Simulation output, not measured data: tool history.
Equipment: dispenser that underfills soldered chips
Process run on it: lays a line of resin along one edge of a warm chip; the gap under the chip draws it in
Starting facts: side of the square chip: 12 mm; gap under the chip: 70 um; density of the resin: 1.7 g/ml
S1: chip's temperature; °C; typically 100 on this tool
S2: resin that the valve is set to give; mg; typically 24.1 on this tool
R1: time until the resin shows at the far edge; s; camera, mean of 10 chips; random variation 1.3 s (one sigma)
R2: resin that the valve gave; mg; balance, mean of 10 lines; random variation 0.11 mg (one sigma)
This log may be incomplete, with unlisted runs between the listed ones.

run,day,S1,S2,R1,R2
1,0,100,24.1,167.2,23.89
2,0.225,100,21.5,140.3,21.19
3,0.492,100,21.5,171.9,20.9
4,0.746,100,21.5,147.7,21
5,1.083,100,27.7,124.2,27.26
6,1.512,100,28.4,168.3,27.48
7,1.975,100,28.4,172.8,27.21
8,2.271,100,28.4,153.6,27.13
9,2.767,100,24.1,164,23.05
10,3.029,100,24.1,138,22.86
11,3.392,100,24.1,174,24.06
12,3.683,100,24.1,155.9,24.02
13,3.954,100,24.1,131.9,24
14,4.262,100,24.1,166.8,23.78
15,4.704,96,24.1,190.2,23.88
16,4.912,96,24.1,162.8,23.62
17,5.25,100,24.1,174.7,23.43
18,5.508,106,24.1,117.4,23.42
19,5.75,114,27.6,102.5,26.64
20,6.012,90,27.6,227,26.72
21,6.325,90,31.2,203.1,30.13
22,6.554,97,26.3,180.2,25.45
23,7.025,102,27.5,143.8,26.27
24,7.354,91,27.5,205.5,25.96
25,7.662,91,24.2,262.4,22.95
26,8.079,94,22.9,224,22.7
27,8.325,86,21.2,264,21.01
28,8.654,86,21.2,342.2,21
29,9.017,89,24.2,270.2,23.66
30,9.438,89,24.4,254.9,24.04
31,9.767,111,27.7,92.5,27.16
32,10.233,112,24.7,88.6,24.02
33,10.65,91,25.7,206,24.94
34,10.938,87,28.2,304.4,27.16
35,11.338,87,28.2,286.8,26.99

Put back what was entered between runs (26 entries, withheld): which listed runs does each sit between, and how does the hidden state differ from the listed run before to the listed run after?
Run 1 -> run 2: new syringe of resin (day 0.15)
  resin's viscosity, % of fresh resin's: 130.6 -> 106.6; dose that the valve gives, % of what is set: 98.62 -> 98.38; true chip temperature over the reading, C: -0.44 -> -0.46
  what was measured, less what the result would be without the hidden state, R1: +41.7 -> +11.9 s; R2: -0.33 -> -0.34 mg
Run 3 -> run 4: new syringe of resin (day 0.625)
  resin's viscosity, % of fresh resin's: 129.4 -> 108.6; dose that the valve gives, % of what is set: 98.06 -> 97.78; true chip temperature over the reading, C: -0.49 -> -0.52
  what was measured, less what the result would be without the hidden state, R1: +42.7 -> +15.6 s; R2: -0.41 -> -0.48 mg
Run 4 -> run 5: new syringe of resin (day 1.083)
  resin's viscosity, % of fresh resin's: 108.6 -> 98.3; dose that the valve gives, % of what is set: 97.78 -> 97.43; true chip temperature over the reading, C: -0.52 -> -0.55
  what was measured, less what the result would be without the hidden state, R1: +15.6 -> +1.1 s; R2: -0.48 -> -0.71 mg
Run 6 -> run 7: new syringe of resin (day 1.55)
  resin's viscosity, % of fresh resin's: 134.6 -> 136.6; dose that the valve gives, % of what is set: 96.9 -> 96.33; true chip temperature over the reading, C: -0.59 -> -0.64
  what was measured, less what the result would be without the hidden state, R1: +46.5 -> +50.1 s; R2: -0.88 -> -1.04 mg
Run 7 -> run 8: new syringe of resin (day 2.012)
  resin's viscosity, % of fresh resin's: 136.6 -> 119.9; dose that the valve gives, % of what is set: 96.33 -> 95.96; true chip temperature over the reading, C: -0.64 -> -0.67
  what was measured, less what the result would be without the hidden state, R1: +50.1 -> +29.5 s; R2: -1.04 -> -1.15 mg
Run 8 -> run 9: new syringe of resin (day 2.462)
  resin's viscosity, % of fresh resin's: 119.9 -> 126.8; dose that the valve gives, % of what is set: 95.96 -> 95.39; true chip temperature over the reading, C: -0.67 -> -0.72
  what was measured, less what the result would be without the hidden state, R1: +29.5 -> +39.8 s; R2: -1.15 -> -1.11 mg
Run 9 -> run 10: new syringe of resin (day 2.925)
  resin's viscosity, % of fresh resin's: 126.8 -> 106.6; dose that the valve gives, % of what is set: 95.39 -> 95.07; true chip temperature over the reading, C: -0.72 -> -0.74
  what was measured, less what the result would be without the hidden state, R1: +39.8 -> +13.9 s; R2: -1.11 -> -1.18 mg
Run 10 -> run 11: dispensing valve cleaned and set on the balance (day 3.179)
  resin's viscosity, % of fresh resin's: 106.6 -> 135.1; dose that the valve gives, % of what is set: 95.07 -> 99.87; true chip temperature over the reading, C: -0.74 -> -0.77
  what was measured, less what the result would be without the hidden state, R1: +13.9 -> +49.3 s; R2: -1.18 -> -0.03 mg
Run 11 -> run 12: new syringe of resin (day 3.442)
  resin's viscosity, % of fresh resin's: 135.1 -> 119.5; dose that the valve gives, % of what is set: 99.87 -> 99.51; true chip temperature over the reading, C: -0.77 -> -0.8
  what was measured, less what the result would be without the hidden state, R1: +49.3 -> +29.8 s; R2: -0.03 -> -0.12 mg
Run 12 -> run 13: new syringe of resin (day 3.921)
  resin's viscosity, % of fresh resin's: 119.5 -> 101.1; dose that the valve gives, % of what is set: 99.51 -> 99.2; true chip temperature over the reading, C: -0.8 -> -0.83
  what was measured, less what the result would be without the hidden state, R1: +29.8 -> +6.1 s; R2: -0.12 -> -0.19 mg
Run 14 -> run 15: new syringe of resin (day 4.4)
  resin's viscosity, % of fresh resin's: 127 -> 124; dose that the valve gives, % of what is set: 98.87 -> 98.39; true chip temperature over the reading, C: -0.86 -> -0.9
  what was measured, less what the result would be without the hidden state, R1: +40.4 -> +43.2 s; R2: -0.27 -> -0.39 mg
Run 15 -> run 16: new syringe of resin (day 4.858)
  resin's viscosity, % of fresh resin's: 124 -> 104.2; dose that the valve gives, % of what is set: 98.39 -> 98.14; true chip temperature over the reading, C: -0.9 -> -0.93
  what was measured, less what the result would be without the hidden state, R1: +43.2 -> +13 s; R2: -0.39 -> -0.45 mg
Run 17 -> run 18: new syringe of resin (day 5.35)
  resin's viscosity, % of fresh resin's: 133.3 -> 115.2; dose that the valve gives, % of what is set: 97.68 -> 97.36; true chip temperature over the reading, C: -0.96 -> -0.98
  what was measured, less what the result would be without the hidden state, R1: +49.4 -> +19.9 s; R2: -0.56 -> -0.64 mg
Run 19 -> run 20: new syringe of resin (day 5.817)
  resin's viscosity, % of fresh resin's: 137.7 -> 114.1; dose that the valve gives, % of what is set: 97.04 -> 96.73; true chip temperature over the reading, C: -1.01 -> -1.04
  what was measured, less what the result would be without the hidden state, R1: +30.9 -> +37.6 s; R2: -0.82 -> -0.91 mg
Run 20 -> run 21: new syringe of resin (day 6.279)
  resin's viscosity, % of fresh resin's: 114.1 -> 104; dose that the valve gives, % of what is set: 96.73 -> 96.38; true chip temperature over the reading, C: -1.04 -> -1.07
  what was measured, less what the result would be without the hidden state, R1: +37.6 -> +17.1 s; R2: -0.91 -> -1.13 mg
Run 22 -> run 23: new syringe of resin (day 6.754)
  resin's viscosity, % of fresh resin's: 123.1 -> 122.5; dose that the valve gives, % of what is set: 96.08 -> 95.51; true chip temperature over the reading, C: -1.09 -> -1.14
  what was measured, less what the result would be without the hidden state, R1: +41.3 -> +32.5 s; R2: -1.03 -> -1.23 mg
Run 23 -> run 24: new syringe of resin (day 7.225)
  resin's viscosity, % of fresh resin's: 122.5 -> 109.4; dose that the valve gives, % of what is set: 95.51 -> 95.15; true chip temperature over the reading, C: -1.14 -> -1.17
  what was measured, less what the result would be without the hidden state, R1: +32.5 -> +28.1 s; R2: -1.23 -> -1.33 mg
Run 25 -> run 26: new syringe of resin (day 7.696); dispensing valve cleaned and set on the balance (day 7.738)
  resin's viscosity, % of fresh resin's: 137.2 -> 129.6; dose that the valve gives, % of what is set: 94.78 -> 99.52; true chip temperature over the reading, C: -1.2 -> -1.24
  what was measured, less what the result would be without the hidden state, R1: +83.3 -> +60.3 s; R2: -1.26 -> -0.11 mg
Run 26 -> run 27: new syringe of resin (day 8.217)
  resin's viscosity, % of fresh resin's: 129.6 -> 107.5; dose that the valve gives, % of what is set: 99.52 -> 99.22; true chip temperature over the reading, C: -1.24 -> -1.27
  what was measured, less what the result would be without the hidden state, R1: +60.3 -> +32.7 s; R2: -0.11 -> -0.17 mg
Run 28 -> run 29: new syringe of resin (day 8.708)
  resin's viscosity, % of fresh resin's: 136.8 -> 125.8; dose that the valve gives, % of what is set: 98.83 -> 98.42; true chip temperature over the reading, C: -1.3 -> -1.33
  what was measured, less what the result would be without the hidden state, R1: +107.1 -> +68.2 s; R2: -0.25 -> -0.38 mg
Run 29 -> run 30: new syringe of resin (day 9.179)
  resin's viscosity, % of fresh resin's: 125.8 -> 121; dose that the valve gives, % of what is set: 98.42 -> 97.95; true chip temperature over the reading, C: -1.33 -> -1.38
  what was measured, less what the result would be without the hidden state, R1: +68.2 -> +57.4 s; R2: -0.38 -> -0.5 mg
Run 30 -> run 31: new syringe of resin (day 9.646)
  resin's viscosity, % of fresh resin's: 121 -> 109.9; dose that the valve gives, % of what is set: 97.95 -> 97.58; true chip temperature over the reading, C: -1.38 -> -1.41
  what was measured, less what the result would be without the hidden state, R1: +57.4 -> +13.1 s; R2: -0.5 -> -0.67 mg
Run 31 -> run 32: new syringe of resin (day 10.1)
  resin's viscosity, % of fresh resin's: 109.9 -> 109.6; dose that the valve gives, % of what is set: 97.58 -> 97.07; true chip temperature over the reading, C: -1.41 -> -1.46
  what was measured, less what the result would be without the hidden state, R1: +13.1 -> +12.6 s; R2: -0.67 -> -0.72 mg
Run 32 -> run 33: new syringe of resin (day 10.579)
  resin's viscosity, % of fresh resin's: 109.6 -> 105.9; dose that the valve gives, % of what is set: 97.07 -> 96.57; true chip temperature over the reading, C: -1.46 -> -1.5
  what was measured, less what the result would be without the hidden state, R1: +12.6 -> +24.9 s; R2: -0.72 -> -0.88 mg
Run 34 -> run 35: new syringe of resin (day 11.038)
  resin's viscosity, % of fresh resin's: 131.1 -> 125.4; dose that the valve gives, % of what is set: 96.22 -> 95.72; true chip temperature over the reading, C: -1.53 -> -1.56
  what was measured, less what the result would be without the hidden state, R1: +88.4 -> +74.4 s; R2: -1.06 -> -1.21 mg

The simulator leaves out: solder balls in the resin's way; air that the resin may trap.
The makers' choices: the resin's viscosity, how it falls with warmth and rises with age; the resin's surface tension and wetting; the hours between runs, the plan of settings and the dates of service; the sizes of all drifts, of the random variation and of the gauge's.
